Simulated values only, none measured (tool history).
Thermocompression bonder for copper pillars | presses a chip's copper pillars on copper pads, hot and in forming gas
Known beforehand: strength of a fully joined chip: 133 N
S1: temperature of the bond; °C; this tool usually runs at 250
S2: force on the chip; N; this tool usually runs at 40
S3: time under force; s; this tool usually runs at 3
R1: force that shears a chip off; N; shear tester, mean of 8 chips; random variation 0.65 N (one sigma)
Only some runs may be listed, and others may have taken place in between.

run     day   S1  S2  S3    R1
  1       0  250  40   3    49
  2   0.625  250  40   3  47.6
  3   1.108  234  40   3  40.1
  4   1.538  234  40   3  39.5
  5   2.183  234  40   3  38.2
  6   3.008  234  40   3  38.9
  7   3.542  234  40   3  39.1
  8   4.071  234  40   3  38.9
  9   4.921  234  40   3  39.6
 10    5.85  234  40   3  38.5
 11   6.804  234  40   3  38.9
      7.496  -- forming gas filter changed
 12   7.633  234  40   3  38.9
 13   8.583  234  40   3  39.1
 14   9.212  250  40   8  68.9
 15   9.717  250  40   8  67.9
 16  10.617  250  59   3  61.5
 17  11.004  250  59   3  62.8
 18  11.458  250  40   2  39.5
 19  12.204  250  40   2    39
 20  12.833  250  40   2    40
 21  13.342  242  40   2  36.3
 22  13.933  242  40   4    47
 23    14.4  250  32   4    43
 24  14.917  242  26   4  32.7
 25  15.612  263  37   5  60.2
 26  16.121  228  40   3  35.3
 27  16.708  228  40   3  33.9
 28  17.192  228  40   3    35
 29  18.121  258  52   3  60.7
 30  18.667  250  49   5  63.7
 31  19.071  250  49   5  64.3
 32  19.642  240  55   5  61.8
 33  20.362  244  40   3  41.3
 34  21.133  250  42   8  66.4
 35  21.729  243  57   8  75.7
 36  22.158  258  40   3    48
 37  23.029  253  40   2  37.9
 38    23.8  223  27   6  30.3
 39  24.225  250  41   3  44.2
 40    24.7  250  41   3  46.3
 41  25.271  274  41   2  48.6

Here are 3 independent what-if runs from the current tool condition. What would each one return?
  A  25.967  274  41   7   ?
  B  25.967  260  40   3   ?
  C  25.967  274  41   2   ?

run    R1
  A  74.7
  B  48.6
  C  48.1
Had the tool no hidden state, the same runs would have come out as:
run    R1
  A  84.6
  B  56.9
  C  56.2
